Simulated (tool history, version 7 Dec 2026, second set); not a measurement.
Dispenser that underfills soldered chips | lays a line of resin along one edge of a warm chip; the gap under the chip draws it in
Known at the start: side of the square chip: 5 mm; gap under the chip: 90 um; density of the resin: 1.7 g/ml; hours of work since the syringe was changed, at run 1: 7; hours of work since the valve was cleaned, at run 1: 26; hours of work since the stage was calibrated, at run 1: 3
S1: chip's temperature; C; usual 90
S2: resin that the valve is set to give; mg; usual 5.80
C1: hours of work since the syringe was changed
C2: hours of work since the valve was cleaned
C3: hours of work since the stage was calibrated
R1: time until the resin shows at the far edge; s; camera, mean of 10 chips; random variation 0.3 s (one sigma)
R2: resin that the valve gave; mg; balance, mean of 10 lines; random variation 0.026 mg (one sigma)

{"run": 1, "hour": 0.0, "S1": 90, "S2": 5.8, "C1": 7, "C2": 26, "C3": 3, "R1": 6.4, "R2": 5.75}
{"hour": 3.6, "done": "new syringe of resin"}
{"run": 2, "hour": 4.3, "S1": 90, "S2": 5.8, "C1": 0, "C2": 29, "C3": 5, "R1": 4.3, "R2": 5.74}
{"run": 3, "hour": 8.9, "S1": 90, "S2": 5.8, "C1": 3, "C2": 32, "C3": 8, "R1": 5.5, "R2": 5.7}
{"run": 4, "hour": 12.7, "S1": 90, "S2": 5.8, "C1": 6, "C2": 34, "C3": 10, "R1": 6.3, "R2": 5.69}
{"run": 5, "hour": 15.7, "S1": 90, "S2": 5.8, "C1": 8, "C2": 36, "C3": 12, "R1": 7.5, "R2": 5.76}
{"hour": 17.7, "done": "new syringe of resin"}
{"run": 6, "hour": 19.2, "S1": 90, "S2": 5.8, "C1": 1, "C2": 38, "C3": 14, "R1": 4.4, "R2": 5.72}
{"run": 7, "hour": 22.0, "S1": 89, "S2": 6.29, "C1": 3, "C2": 40, "C3": 16, "R1": 4.9, "R2": 6.19}
{"run": 8, "hour": 26.1, "S1": 105, "S2": 5.38, "C1": 5, "C2": 43, "C3": 19, "R1": 3.4, "R2": 5.27}
{"run": 9, "hour": 28.6, "S1": 86, "S2": 5.38, "C1": 7, "C2": 44, "C3": 20, "R1": 7.3, "R2": 5.28}
{"run": 10, "hour": 30.8, "S1": 99, "S2": 5.71, "C1": 8, "C2": 46, "C3": 22, "R1": 5.4, "R2": 5.62}
{"hour": 31.6, "done": "new syringe of resin"}
{"run": 11, "hour": 34.4, "S1": 99, "S2": 5.71, "C1": 2, "C2": 48, "C3": 24, "R1": 3.1, "R2": 5.57}

Forecast each of these 5 alternatives for the next run:
{"run": "A", "hour": 38.1, "S1": 88, "S2": 5.86, "C1": 4, "C2": 50, "C3": 26, "R1": "?", "R2": "?"}
{"run": "B", "hour": 38.1, "S1": 96, "S2": 7.34, "C1": 4, "C2": 50, "C3": 26, "R1": "?", "R2": "?"}
{"run": "C", "hour": 38.1, "S1": 96, "S2": 5.13, "C1": 4, "C2": 50, "C3": 26, "R1": "?", "R2": "?"}
{"run": "D", "hour": 38.1, "S1": 83, "S2": 5.71, "C1": 4, "C2": 50, "C3": 26, "R1": "?", "R2": "?"}
{"run": "E", "hour": 38.1, "S1": 82, "S2": 5.96, "C1": 4, "C2": 50, "C3": 26, "R1": "?", "R2": "?"}

run=A R1=5.4 R2=5.74
run=B R1=3.6 R2=7.16
run=C R1=4.4 R2=5.01
run=D R1=6.9 R2=5.61
run=E R1=6.6 R2=5.84
Without the tool's hidden state the same runs would have given:
run=A R1=3.9 R2=5.86
run=B R1=2.5 R2=7.32
run=C R1=3.2 R2=5.12
run=D R1=5.1 R2=5.74
run=E R1=4.8 R2=5.97
